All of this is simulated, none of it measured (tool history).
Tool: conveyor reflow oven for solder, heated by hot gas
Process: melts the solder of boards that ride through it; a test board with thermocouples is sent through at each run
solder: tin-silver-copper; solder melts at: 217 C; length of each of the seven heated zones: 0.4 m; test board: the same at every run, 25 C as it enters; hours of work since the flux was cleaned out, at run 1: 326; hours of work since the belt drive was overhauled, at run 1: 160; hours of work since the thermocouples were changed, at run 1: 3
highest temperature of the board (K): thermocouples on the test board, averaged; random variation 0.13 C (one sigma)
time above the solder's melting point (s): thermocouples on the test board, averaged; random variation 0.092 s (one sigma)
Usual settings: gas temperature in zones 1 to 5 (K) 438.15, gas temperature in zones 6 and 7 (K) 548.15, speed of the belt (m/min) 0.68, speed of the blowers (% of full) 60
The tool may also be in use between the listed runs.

| run | hour | gas temperature in zones 1 to 5 (K) | gas temperature in zones 6 and 7 (K) | speed of the belt (m/min) | speed of the blowers (% of full) | hours of work since the flux was cleaned out | hours of work since the belt drive was overhauled | hours of work since the thermocouples were changed | highest temperature of the board (K) | time above the solder's melting point (s) |
|---|---|---|---|---|---|---|---|---|---|---|
| 1 | 0 | 438.15 | 548.15 | 0.68 | 60 | 326 | 160 | 3 | 529.75 | 52.61 |
| 2 | 11.2 | 438.15 | 548.15 | 0.68 | 60 | 332 | 166 | 9 | 529.85 | 52.57 |
| 3 | 23.2 | 438.15 | 548.15 | 0.68 | 85 | 338 | 172 | 15 | 534.65 | 56.39 |
| 4 | 35.7 | 438.15 | 548.15 | 0.68 | 85 | 344 | 179 | 22 | 534.65 | 56.17 |
| 5 | 46.9 | 438.15 | 548.15 | 0.68 | 85 | 350 | 184 | 28 | 534.75 | 56.46 |
| 6 | 58.4 | 438.15 | 548.15 | 0.68 | 85 | 356 | 190 | 34 | 534.95 | 56.33 |
| 7 | 65.4 | 438.15 | 548.15 | 0.68 | 85 | 360 | 194 | 37 | 534.75 | 56.32 |
|  | 76.5 | flux residue cleaned out of gas plates and filters |
| 8 | 81.6 | 438.15 | 548.15 | 0.68 | 60 | 3 | 200 | 43 | 529.75 | 52.58 |
| 9 | 96.2 | 438.15 | 548.15 | 0.68 | 77 | 10 | 207 | 51 | 533.55 | 55.44 |
| 10 | 107 | 438.15 | 548.15 | 0.68 | 60 | 16 | 213 | 56 | 529.65 | 52.64 |
| 11 | 113.4 | 438.15 | 548.15 | 0.68 | 60 | 19 | 216 | 59 | 529.55 | 52.81 |
| 12 | 121 | 438.15 | 548.15 | 0.68 | 60 | 23 | 220 | 63 | 529.75 | 52.69 |
| 13 | 136.2 | 438.15 | 548.15 | 0.68 | 60 | 31 | 228 | 71 | 529.55 | 52.64 |
| 14 | 144.7 | 438.15 | 548.15 | 0.68 | 60 | 35 | 232 | 76 | 529.35 | 52.7 |
| 15 | 154.9 | 425.15 | 548.15 | 0.68 | 60 | 41 | 238 | 81 | 527.25 | 47.73 |
| 16 | 167.3 | 425.15 | 548.15 | 0.68 | 60 | 47 | 244 | 87 | 527.75 | 47.71 |
| 17 | 174 | 425.15 | 548.15 | 0.68 | 70 | 50 | 247 | 91 | 530.55 | 50.12 |
| 18 | 181.2 | 434.15 | 548.15 | 0.68 | 60 | 54 | 251 | 94 | 529.15 | 51.11 |
| 19 | 194.3 | 434.15 | 548.15 | 0.68 | 60 | 61 | 258 | 101 | 529.05 | 51.17 |
| 20 | 206.7 | 438.15 | 548.15 | 0.663 | 60 | 67 | 264 | 108 | 530.65 | 54.71 |
| 21 | 216.4 | 430.15 | 559.15 | 0.592 | 73 | 72 | 269 | 113 | 546.25 | 68.49 |
| 22 | 228.8 | 430.15 | 559.15 | 0.609 | 73 | 79 | 276 | 119 | 545.35 | 66.2 |
| 23 | 238.9 | 430.15 | 559.15 | 0.609 | 73 | 84 | 281 | 124 | 545.15 | 65.99 |
| 24 | 250.6 | 438.15 | 540.15 | 0.621 | 69 | 90 | 287 | 130 | 527.45 | 57.48 |
| 25 | 263.4 | 438.15 | 540.15 | 0.621 | 69 | 97 | 294 | 137 | 527.45 | 57.75 |
| 26 | 271.2 | 438.15 | 550.15 | 0.578 | 69 | 101 | 298 | 141 | 538.55 | 68.86 |
| 27 | 285.9 | 438.15 | 550.15 | 0.654 | 60 | 108 | 305 | 149 | 532.95 | 56.94 |

5 ways to go on from here, each from the tool as it stands after run 27. What would each give?
| A | 301.2 | 447.15 | 558.15 | 0.756 | 60 | 116 | 313 | 157 | ? | ? |
| B | 301.2 | 438.15 | 550.15 | 0.654 | 58 | 116 | 313 | 157 | ? | ? |
| C | 301.2 | 434.15 | 553.15 | 0.68 | 59 | 116 | 313 | 157 | ? | ? |
| D | 301.2 | 438.15 | 540.15 | 0.68 | 53 | 116 | 313 | 157 | ? | ? |
| E | 301.2 | 424.15 | 550.15 | 0.654 | 60 | 116 | 313 | 157 | ? | ? |

| run | highest temperature of the board (K) | time above the solder's melting point (s) |
|---|---|---|
| A | 535.95 | 52.33 |
| B | 532.45 | 56.49 |
| C | 533.15 | 53.33 |
| D | 520.95 | 46.13 |
| E | 530.75 | 51.77 |
Without the tool's hidden state the same runs would have given:
| run | highest temperature of the board (K) | time above the solder's melting point (s) |
|---|---|---|
| A | 535.95 | 52.34 |
| B | 532.45 | 56.49 |
| C | 533.15 | 53.33 |
| D | 520.95 | 46.14 |
| E | 530.75 | 51.78 |
